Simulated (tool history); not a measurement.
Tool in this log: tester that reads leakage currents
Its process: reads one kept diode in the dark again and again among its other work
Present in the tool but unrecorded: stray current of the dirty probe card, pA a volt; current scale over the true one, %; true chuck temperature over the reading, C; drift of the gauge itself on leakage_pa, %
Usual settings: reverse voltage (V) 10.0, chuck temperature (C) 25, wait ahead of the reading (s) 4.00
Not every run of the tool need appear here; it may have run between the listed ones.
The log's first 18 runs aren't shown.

run    hour  reverse voltage (V)  chuck temperature (C)  wait ahead of the reading (s)  hours of work since the probe card was cleaned  hours of work since the tester was calibrated  hours of work since the chuck was calibrated  current that the tester gives (pA)
 19   620.5                 10.0                     24                           0.56                                            1185                                           1972                                          1820                               28.83
 20   660.8                 10.0                     26                           1.64                                            1204                                           1991                                          1840                               28.09
 21   700.5                  4.3                     26                           1.64                                            1224                                           2010                                          1859                               18.00
 22   726.3                  4.3                     26                           1.64                                            1236                                           2023                                          1871                               17.99
 23   768.8                  4.3                     26                           1.64                                            1257                                           2043                                          1892                               18.21
 24   805.1                  4.3                     26                           1.64                                            1274                                           2061                                          1909                               18.14
 25   833.0                 10.0                     23                           4.48                                            1287                                           2074                                          1923                               21.90
 26   871.2                 10.0                     23                           4.48                                            1306                                           2093                                          1941                               22.07
 27   895.2                 12.3                     23                           0.66                                            1318                                           2104                                          1953                               30.10
 28   934.3                  6.0                     28                           0.48                                            1336                                           2123                                          1972                               27.91
 29   968.8                  6.0                     28                           0.48                                            1353                                           2140                                          1988                               27.89
 30  1009.4                  6.0                     45                           0.48                                            1373                                           2159                                          2008                               83.91
 31  1045.3                  6.0                     45                           0.48                                            1390                                           2177                                          2025                               83.75
 32  1066.8                  1.2                     25                           4.00                                            1400                                           2187                                          2036                                8.85
 33  1093.1                  5.0                     35                           3.92                                            1413                                           2200                                          2048                               36.41
 34  1128.2                  5.0                     20                           9.07                                            1430                                           2217                                          2065                               12.28
 35  1154.9                  1.9                     49                           0.76                                            1443                                           2229                                          2078                               64.19
 36  1179.0                  1.9                     49                           0.76                                            1455                                           2241                                          2090                               63.95
 37  1218.3                  1.9                     49                           0.76                                            1473                                           2260                                          2109                               64.21
 38  1240.3                  1.9                     49                           0.76                                            1484                                           2271                                          2119                               64.09

Branching from run 38: 4 alternative next runs. What would each branch give?
  A  1264.2                  4.0                     23                           4.00                                            1496                                           2282                                          2131                                   ?
  B  1264.2                  3.4                     39                           0.76                                            1496                                           2282                                          2131                                   ?
  C  1264.2                 10.0                     35                           0.95                                            1496                                           2282                                          2131                                   ?
  D  1264.2                  1.0                     49                           5.19                                            1496                                           2282                                          2131                                   ?

run  current that the tester gives (pA)
  A                               13.95
  B                               41.74
  C                               53.59
  D                               47.75
Without the tool's unlogged condition, the same runs would have read:
run  current that the tester gives (pA)
  A                               13.01
  B                               42.14
  C                               51.75
  D                               49.30
